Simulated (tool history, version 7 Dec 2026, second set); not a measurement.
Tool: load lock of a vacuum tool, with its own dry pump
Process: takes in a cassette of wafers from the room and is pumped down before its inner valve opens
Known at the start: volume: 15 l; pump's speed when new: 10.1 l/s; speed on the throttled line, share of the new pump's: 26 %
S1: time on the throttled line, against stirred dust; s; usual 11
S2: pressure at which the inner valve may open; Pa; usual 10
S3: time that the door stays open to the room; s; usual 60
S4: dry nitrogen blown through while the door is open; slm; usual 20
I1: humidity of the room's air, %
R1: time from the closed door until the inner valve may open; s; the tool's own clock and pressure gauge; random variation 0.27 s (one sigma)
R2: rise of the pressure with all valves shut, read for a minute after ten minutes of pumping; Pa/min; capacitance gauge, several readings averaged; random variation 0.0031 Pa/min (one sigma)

run 1 hour=0.0 | S1=11 S2=10 S3=60 S4=20 | I1=47.1 | R1=22.1 R2=0.064
run 2 hour=56.0 | S1=11 S2=10 S3=60 S4=20 | I1=45.8 | R1=22.4 R2=0.062
run 3 hour=131.1 | S1=11 S2=10 S3=80 S4=20 | I1=43.3 | R1=21.9 R2=0.059
run 4 hour=216.9 | S1=11 S2=14 S3=60 S4=20 | I1=45.1 | R1=21.7 R2=0.060
run 5 hour=288.7 | S1=11 S2=14 S3=60 S4=20 | I1=45.7 | R1=21.7 R2=0.059
run 6 hour=356.1 | S1=11 S2=14 S3=60 S4=20 | I1=43.0 | R1=21.4 R2=0.059
run 7 hour=407.4 | S1=11 S2=19 S3=60 S4=20 | I1=47.2 | R1=21.6 R2=0.065
run 8 hour=497.0 | S1=11 S2=19 S3=60 S4=20 | I1=46.6 | R1=21.3 R2=0.063
run 9 hour=548.7 | S1=11 S2=19 S3=60 S4=20 | I1=46.9 | R1=20.7 R2=0.062
run 10 hour=620.8 | S1=11 S2=20 S3=60 S4=20 | I1=43.3 | R1=21.0 R2=0.057
run 11 hour=710.7 | S1=11 S2=20 S3=60 S4=20 | I1=47.6 | R1=21.3 R2=0.063
run 12 hour=793.3 | S1=11 S2=20 S3=60 S4=20 | I1=48.2 | R1=21.0 R2=0.061
run 13 hour=873.0 | S1=11 S2=10 S3=32 S4=20 | I1=45.0 | R1=22.5 R2=0.048
run 14 hour=937.9 | S1=11 S2=10 S3=32 S4=20 | I1=44.1 | R1=22.8 R2=0.051
run 15 hour=1001.5 | S1=22 S2=20 S3=69 S4=20 | I1=43.7 | R1=28.9 R2=0.063
run 16 hour=1070.8 | S1=22 S2=20 S3=64 S4=14 | I1=46.9 | R1=29.3 R2=0.076
run 17 hour=1123.2 | S1=22 S2=20 S3=64 S4=14 | I1=47.3 | R1=28.9 R2=0.075
run 18 hour=1216.5 | S1=11 S2=10 S3=42 S4=20 | I1=47.5 | R1=21.8 R2=0.058
run 19 hour=1270.9 | S1=11 S2=10 S3=42 S4=20 | I1=49.7 | R1=21.9 R2=0.058
run 20 hour=1343.8 | S1=11 S2=17 S3=42 S4=6 | I1=46.5 | R1=20.9 R2=0.070
run 21 hour=1430.7 | S1=11 S2=17 S3=42 S4=6 | I1=47.4 | R1=21.5 R2=0.075
run 22 hour=1478.4 | S1=11 S2=10 S3=56 S4=20 | I1=48.7 | R1=21.9 R2=0.065
run 23 hour=1532.9 | S1=11 S2=10 S3=56 S4=20 | I1=43.0 | R1=21.9 R2=0.055
run 24 hour=1579.5 | S1=11 S2=10 S3=56 S4=20 | I1=44.0 | R1=22.3 R2=0.055
run 25 hour=1661.2 | S1=11 S2=10 S3=56 S4=20 | I1=42.5 | R1=21.8 R2=0.054
run 26 hour=1707.2 | S1=20 S2=10 S3=194 S4=19 | I1=46.1 | R1=28.7 R2=0.100

Forecast each of these 4 alternatives for the next run:
run A hour=1760.0 | S1=12 S2=16 S3=194 S4=4 | I1=42.8 | R1=? R2=?
run B hour=1760.0 | S1=9 S2=10 S3=194 S4=18 | I1=45.3 | R1=? R2=?
run C hour=1760.0 | S1=11 S2=15 S3=60 S4=20 | I1=46.2 | R1=? R2=?
run D hour=1760.0 | S1=6 S2=10 S3=194 S4=33 | I1=43.5 | R1=? R2=?

run=A R1=22.0 R2=0.123
run=B R1=20.1 R2=0.106
run=C R1=21.2 R2=0.061
run=D R1=18.3 R2=0.074
Without the tool's hidden state the same runs would have given:
run=A R1=22.0 R2=0.122
run=B R1=20.1 R2=0.106
run=C R1=21.2 R2=0.060
run=D R1=18.3 R2=0.074

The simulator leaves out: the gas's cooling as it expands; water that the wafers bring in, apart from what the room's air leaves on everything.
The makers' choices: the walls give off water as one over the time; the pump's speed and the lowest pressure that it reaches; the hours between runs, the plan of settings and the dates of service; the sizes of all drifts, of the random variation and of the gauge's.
